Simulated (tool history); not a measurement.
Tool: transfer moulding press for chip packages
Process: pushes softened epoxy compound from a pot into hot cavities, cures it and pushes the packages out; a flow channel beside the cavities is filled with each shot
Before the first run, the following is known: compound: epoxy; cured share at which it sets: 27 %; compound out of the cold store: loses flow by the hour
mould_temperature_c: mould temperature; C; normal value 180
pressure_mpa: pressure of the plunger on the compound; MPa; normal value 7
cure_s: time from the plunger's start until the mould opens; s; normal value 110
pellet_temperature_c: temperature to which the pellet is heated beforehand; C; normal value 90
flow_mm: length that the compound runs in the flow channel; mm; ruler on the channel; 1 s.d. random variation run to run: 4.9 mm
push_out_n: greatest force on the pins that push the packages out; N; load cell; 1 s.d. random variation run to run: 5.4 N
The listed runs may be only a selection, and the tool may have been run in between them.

run   hour  mould_temperature_c  pressure_mpa  cure_s  pellet_temperature_c  incoming compound's hours out of the cold store  flow_mm  push_out_n
  1      0                  180             7     110                    90                                             26.1      634         177
  2    8.1                  180             7     110                    90                                             20.1      653         187
  3   15.3                  180             7     110                    90                                             19.6      653         192
  4   20.9                  180             7     110                    90                                             28.1      633         174
  5   29.2                  185             7     110                    90                                             16.5      654         183
  6   38.9                  180             7     110                    90                                             16.3      654         181
  7   43.1                  180             7     110                    90                                             44.6      586         188
  8   49.3                  180             7     110                    90                                             21.3      641         189
  9   56.4                  180             7     110                    90                                             28.1      623         185
 10   62.8                  180             7     110                    90                                             43.8      591         183
      67.1  -- cavities cleaned with cleaning compound and waxed
 11   70.9                  180             7     110                    90                                             14.7      672         179
 12   77.1                  180             7     110                    90                                             36.9      607         182
 13     86                  173             7     146                    86                                             33.6      637         176
 14   93.2                  173             7     101                    82                                             32.2      634         299
 15  101.8                  181             7     101                    82                                               19      651         205
 16  107.1                  183             7     110                    90                                             10.3      673         175
 17  116.1                  180          6.24      98                    97                                             13.2      635         205
 18  125.7                  180          6.24      98                    97                                               42      554         198
 19  131.6                  182             7     110                    90                                             40.4      587         183
 20  138.1                  182             7     110                    90                                             14.4      667         176
 21  143.1                  180          7.16     119                    90                                             28.1      630         194

3 ways to go on from here, each from the tool as it stands after run 21. What would each give?
     153.4  -- cavities cleaned with cleaning compound and waxed
  A  154.2                  180          5.66      97                    94                                             29.6        ?           ?
     153.4  -- cavities cleaned with cleaning compound and waxed
  B  154.2                  180          7.59     110                    93                                               27        ?           ?
     153.4  -- cavities cleaned with cleaning compound and waxed
  C  154.2                  180          8.21     102                    82                                             37.1        ?           ?

run  flow_mm  push_out_n
  A      559         197
  B      654         182
  C      647         199
Had the tool no hidden state, the same runs would have come out as:
run  flow_mm  push_out_n
  A      560         197
  B      655         182
  C      648         199

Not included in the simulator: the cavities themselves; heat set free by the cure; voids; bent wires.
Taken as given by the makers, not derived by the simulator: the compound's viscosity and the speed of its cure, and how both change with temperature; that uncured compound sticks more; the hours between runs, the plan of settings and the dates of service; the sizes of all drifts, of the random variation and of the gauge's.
